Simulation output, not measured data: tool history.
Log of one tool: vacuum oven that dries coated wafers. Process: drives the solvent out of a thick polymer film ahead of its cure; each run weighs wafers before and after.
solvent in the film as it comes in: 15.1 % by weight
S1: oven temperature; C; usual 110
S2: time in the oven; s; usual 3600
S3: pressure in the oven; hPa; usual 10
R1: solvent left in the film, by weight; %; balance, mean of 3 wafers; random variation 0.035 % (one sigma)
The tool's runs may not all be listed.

run	hour	S1	S2	S3	R1
1	0	110	3600	10	1.76
2	26.3	110	3600	10	1.67
3	48.5	110	3600	10	1.66
4	68	110	3600	32	2.32
5	81.7	110	3600	32	2.3
6	96.9	110	3600	32	2.27
7	121.4	110	3600	32	2.3
8	132.9	110	3600	32	2.35
9	155.9	110	3600	13.6	1.75
10	170.9	110	3600	13.6	1.84
11	181.9	110	3600	13.6	1.82
12	200.5	110	3600	10	1.72
13	218	110	3600	10	1.76
14	236.1	110	3600	10	1.69
# hour 239.4: vacuum gauge cleaned of residue and calibrated
15	249.4	110	3600	10	1.73
16	272.3	97	6480	12.8	2.21
17	292.5	118	3600	10	0.83
18	305.6	115	5460	10.5	0.54
19	326.9	110	2460	10	3.16
20	340.3	112	2700	10	2.41
# hour 352: vacuum gauge cleaned of residue and calibrated, once more
21	367.3	112	2700	10	2.29
22	381.1	123	6240	10	0.21
23	396.1	113	2880	6.1	1.89
24	421.9	113	2880	11.9	1.98
25	434.4	117	4740	25.7	0.86
26	448	124	3480	28.3	0.76

Some steps in R1 between neighbouring runs. How much of each would the tool show without its hidden state too (settings, what came in, random variation), and how much is left for the hidden state, with any gauge scatter that isn't in both results?
The hidden state here: true wafer temperature over the reading, C; true pressure over the reading, kPa; drift of the gauge itself on solvent_pct, %.
Run 18 -> 19: S1 115 -> 110, S2 5460 -> 2460, S3 10.5 -> 10. R1 +2.62 %: hidden state +0.15, all else +2.47.
Run 21 -> 22: S1 112 -> 123, S2 2700 -> 6240. R1 -2.08 %: hidden state -0.16, all else -1.92.

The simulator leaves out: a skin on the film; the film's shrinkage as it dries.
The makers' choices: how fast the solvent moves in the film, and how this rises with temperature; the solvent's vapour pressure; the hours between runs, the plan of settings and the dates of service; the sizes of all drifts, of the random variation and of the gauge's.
